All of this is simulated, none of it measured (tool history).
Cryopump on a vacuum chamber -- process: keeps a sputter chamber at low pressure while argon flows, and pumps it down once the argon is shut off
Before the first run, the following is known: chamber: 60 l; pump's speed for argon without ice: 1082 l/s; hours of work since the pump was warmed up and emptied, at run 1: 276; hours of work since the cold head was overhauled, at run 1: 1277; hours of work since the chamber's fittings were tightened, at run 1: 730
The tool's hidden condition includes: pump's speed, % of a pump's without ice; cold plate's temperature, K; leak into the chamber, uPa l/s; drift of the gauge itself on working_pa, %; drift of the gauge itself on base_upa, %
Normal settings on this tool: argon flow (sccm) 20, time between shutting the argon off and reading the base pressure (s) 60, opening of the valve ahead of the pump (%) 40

run	day	argon flow (sccm)	time between shutting the argon off and reading the base pressure (s)	opening of the valve ahead of the pump (%)	hours of work since the pump was warmed up and emptied	hours of work since the cold head was overhauled	hours of work since the chamber's fittings were tightened	pressure while argon flows (Pa)	pressure after the wait (uPa)
1	0.000	20	60	40	276	1277	730	0.0795	1.49
2	1.100	20	60	40	297	1298	751	0.0800	1.52
3	3.338	20	60	40	340	1341	795	0.0802	1.58
4	5.029	20	60	40	373	1374	827	0.0797	1.66
5	6.229	20	60	40	396	1397	851	0.0809	1.66
6	8.092	20	60	40	432	1433	886	0.0807	1.66
7	9.283	20	60	40	455	1456	910	0.0804	1.72
8	10.862	20	60	40	486	1487	940	0.0813	1.73
9	12.533	20	60	40	518	1519	972	0.0808	1.77
10	13.862	17	60	40	544	1545	998	0.0676	1.78
11	15.254	17	60	40	570	1572	1025	0.0693	1.82
12	16.854	13	60	40	601	1603	1056	0.0519	1.84
13	19.117	20	60	22	645	1646	1100	0.1463	1.91
14	21.104	18	60	40	684	1685	1138	0.0745	1.95
15	22.975	20	63	40	720	1721	1174	0.0823	1.97
16	24.088	20	63	40	741	1743	1196	0.0820	1.88
17	25.112	30	60	40	761	1762	1216	0.1241	2.07
18	26.408	30	60	40	786	1787	1241	0.1238	2.05
19	28.292	30	60	40	823	1824	1277	0.1236	2.12
20	29.254	20	33	40	841	1842	1296	0.0819	2.63
21	30.383	20	33	27	863	1864	1318	0.1210	2.65
22	31.896	20	132	38	892	1894	1347	0.0868	1.81
23	34.262	39	127	26	938	1939	1392	0.2433	1.93
24	36.454	23	21	38	980	1982	1435	0.1005	3.40
25	37.417	9	60	24	999	2000	1453	0.0605	2.37
# day 37.775: pump warmed up, emptied and cooled again
# day 39.125: leaking fittings of the chamber tightened, without venting
26	39.246	9	60	24	27	2030	2	0.0593	0.89
27	40.867	9	60	26	58	2061	34	0.0548	0.97
28	42.117	9	60	16	82	2085	58	0.0886	0.96
29	44.404	13	60	40	127	2130	102	0.0510	0.98

What will run 30 give?
30	45.550	22	60	40	149	2152	124	?	?

{"run 30": {"pressure while argon flows (Pa)": 0.088, "pressure after the wait (uPa)": 1.02}}
If the tool had no hidden condition, the same run with the same run-to-run variation would have returned pressure while argon flows (Pa) 0.0865, pressure after the wait (uPa) 0.89.

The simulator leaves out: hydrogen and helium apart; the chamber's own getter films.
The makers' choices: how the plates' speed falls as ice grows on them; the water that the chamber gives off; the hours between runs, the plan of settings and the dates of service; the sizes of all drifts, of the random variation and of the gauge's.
